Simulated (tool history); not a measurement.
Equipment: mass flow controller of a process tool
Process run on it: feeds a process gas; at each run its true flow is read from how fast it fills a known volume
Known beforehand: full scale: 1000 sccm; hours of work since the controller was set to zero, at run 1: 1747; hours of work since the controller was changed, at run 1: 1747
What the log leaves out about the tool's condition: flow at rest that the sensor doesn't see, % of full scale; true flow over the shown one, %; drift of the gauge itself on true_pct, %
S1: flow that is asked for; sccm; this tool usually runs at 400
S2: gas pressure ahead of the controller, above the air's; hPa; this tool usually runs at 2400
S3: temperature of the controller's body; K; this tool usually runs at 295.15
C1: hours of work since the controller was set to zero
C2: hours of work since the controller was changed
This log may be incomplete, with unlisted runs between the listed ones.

run 1 hour=0.0 | S1=400 S2=2400 S3=295.15 | C1=1747 C2=1747 | true_flow_(%)=98.04
run 2 hour=91.8 | S1=400 S2=2640 S3=295.15 | C1=1818 C2=1818 | true_flow_(%)=98.13
run 3 hour=176.9 | S1=400 S2=1420 S3=295.15 | C1=1884 C2=1884 | true_flow_(%)=98.01
run 4 hour=237.3 | S1=400 S2=1420 S3=295.15 | C1=1931 C2=1931 | true_flow_(%)=97.93
run 5 hour=332.2 | S1=701 S2=2400 S3=295.15 | C1=2005 C2=2005 | true_flow_(%)=99.25
run 6 hour=412.9 | S1=400 S2=2400 S3=307.15 | C1=2067 C2=2067 | true_flow_(%)=99.74
run 7 hour=481.8 | S1=400 S2=2400 S3=307.15 | C1=2121 C2=2121 | true_flow_(%)=99.66
run 8 hour=553.6 | S1=400 S2=2400 S3=307.15 | C1=2177 C2=2177 | true_flow_(%)=99.58
run 9 hour=653.2 | S1=400 S2=2400 S3=311.15 | C1=2254 C2=2254 | true_flow_(%)=100.27
run 10 hour=694.0 | S1=400 S2=2400 S3=311.15 | C1=2285 C2=2285 | true_flow_(%)=100.23
run 11 hour=739.7 | S1=400 S2=2400 S3=311.15 | C1=2321 C2=2321 | true_flow_(%)=100.36
run 12 hour=837.9 | S1=400 S2=2400 S3=311.15 | C1=2397 C2=2397 | true_flow_(%)=100.35
run 13 hour=890.2 | S1=400 S2=2400 S3=311.15 | C1=2438 C2=2438 | true_flow_(%)=100.27
run 14 hour=975.6 | S1=400 S2=2400 S3=311.15 | C1=2504 C2=2504 | true_flow_(%)=100.40
run 15 hour=1068.7 | S1=400 S2=2400 S3=311.15 | C1=2576 C2=2576 | true_flow_(%)=100.51
run 16 hour=1161.8 | S1=400 S2=2400 S3=311.15 | C1=2648 C2=2648 | true_flow_(%)=100.56
run 17 hour=1237.2 | S1=292 S2=1540 S3=294.15 | C1=2707 C2=2707 | true_flow_(%)=98.07
run 18 hour=1297.4 | S1=400 S2=2400 S3=294.15 | C1=2753 C2=2753 | true_flow_(%)=98.74
run 19 hour=1350.6 | S1=316 S2=2400 S3=295.15 | C1=2795 C2=2795 | true_flow_(%)=98.72
run 20 hour=1439.1 | S1=316 S2=2400 S3=295.15 | C1=2863 C2=2863 | true_flow_(%)=98.82
run 21 hour=1499.1 | S1=125 S2=2400 S3=303.15 | C1=2910 C2=2910 | true_flow_(%)=99.06
run 22 hour=1595.1 | S1=400 S2=1540 S3=303.15 | C1=2984 C2=2984 | true_flow_(%)=99.73
run 23 hour=1679.6 | S1=400 S2=1540 S3=303.15 | C1=3050 C2=3050 | true_flow_(%)=99.75
run 24 hour=1749.1 | S1=357 S2=2170 S3=302.15 | C1=3104 C2=3104 | true_flow_(%)=99.77
-- hour=1789.5 gauge calibrated
run 25 hour=1844.3 | S1=357 S2=2170 S3=302.15 | C1=3178 C2=3178 | true_flow_(%)=98.64
run 26 hour=1908.7 | S1=132 S2=2400 S3=302.15 | C1=3228 C2=3228 | true_flow_(%)=98.12
run 27 hour=1997.0 | S1=132 S2=1870 S3=310.15 | C1=3296 C2=3296 | true_flow_(%)=98.88
run 28 hour=2096.8 | S1=638 S2=1870 S3=310.15 | C1=3373 C2=3373 | true_flow_(%)=100.41
run 29 hour=2165.9 | S1=400 S2=1770 S3=295.15 | C1=3427 C2=3427 | true_flow_(%)=98.18
run 30 hour=2221.1 | S1=163 S2=1600 S3=295.15 | C1=3470 C2=3470 | true_flow_(%)=97.52

What would each run have given without the hidden state, its run-to-run variation left as it was?
run=1 true_flow_(%)=98.03
run=2 true_flow_(%)=98.07
run=3 true_flow_(%)=97.90
run=4 true_flow_(%)=97.78
run=5 true_flow_(%)=99.03
run=6 true_flow_(%)=99.47
run=7 true_flow_(%)=99.35
run=8 true_flow_(%)=99.23
run=9 true_flow_(%)=99.85
run=10 true_flow_(%)=99.78
run=11 true_flow_(%)=99.88
run=12 true_flow_(%)=99.81
run=13 true_flow_(%)=99.70
run=14 true_flow_(%)=99.77
run=15 true_flow_(%)=99.82
run=16 true_flow_(%)=99.82
run=17 true_flow_(%)=97.30
run=18 true_flow_(%)=97.92
run=19 true_flow_(%)=97.87
run=20 true_flow_(%)=97.92
run=21 true_flow_(%)=98.14
run=22 true_flow_(%)=98.72
run=23 true_flow_(%)=98.69
run=24 true_flow_(%)=98.66
run=25 true_flow_(%)=98.60
run=26 true_flow_(%)=98.07
run=27 true_flow_(%)=98.77
run=28 true_flow_(%)=100.20
run=29 true_flow_(%)=97.94
run=30 true_flow_(%)=97.26

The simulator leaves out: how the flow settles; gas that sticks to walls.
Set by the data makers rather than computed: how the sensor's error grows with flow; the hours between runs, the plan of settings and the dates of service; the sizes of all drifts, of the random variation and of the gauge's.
